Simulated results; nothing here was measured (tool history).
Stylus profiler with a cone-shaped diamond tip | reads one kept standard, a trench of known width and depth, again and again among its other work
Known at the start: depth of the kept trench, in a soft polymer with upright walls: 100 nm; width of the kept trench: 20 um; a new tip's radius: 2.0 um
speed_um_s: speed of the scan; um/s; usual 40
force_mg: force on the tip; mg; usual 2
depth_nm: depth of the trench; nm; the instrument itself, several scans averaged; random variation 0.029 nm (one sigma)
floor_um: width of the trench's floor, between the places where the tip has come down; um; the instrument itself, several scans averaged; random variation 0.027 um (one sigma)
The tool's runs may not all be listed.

run,day,speed_um_s,force_mg,depth_nm,floor_um
1,0,40,2,101.33,18.52
2,1.558,40,2,101.29,18.52
3,2.504,40,2,101.34,18.5
4,4.125,40,2,101.3,18.52
5,4.925,40,2,101.28,18.52
6,5.733,40,2,101.31,18.5
7,6.967,40,2,101.37,18.53
8,8.038,40,2,101.33,18.54
# day 8.125: height scale calibrated on a step standard
9,9.296,40,2,101.33,18.54
10,10.65,40,2,101.37,18.45
11,11.388,155,4.01,102.13,18.11
12,12.967,155,4.01,102.15,18.12
13,14.662,155,4.01,102.13,18.1
# day 15.146: height scale calibrated on a step standard, once more
14,15.762,155,4.01,101.94,18.1
15,16.621,46,2,101.26,18.41
16,17.421,14,4.61,102.16,18.64
17,18.267,20,2.16,101.33,18.56

Forecast each of these 5 alternatives for the next run:
A,19.75,144,5.36,?,?
B,19.75,97,1.13,?,?
C,19.75,23,0.79,?,?
D,19.75,12,1.25,?,?
E,19.75,110,1.26,?,?

run,depth_nm,floor_um
A,102.39,18.21
B,100.83,18.03
C,100.64,18.53
D,100.9,18.55
E,100.96,17.98
Without the tool's hidden state the same runs would have given:
run,depth_nm,floor_um
A,102.38,18.29
B,100.82,18.11
C,100.62,18.61
D,100.89,18.63
E,100.95,18.06
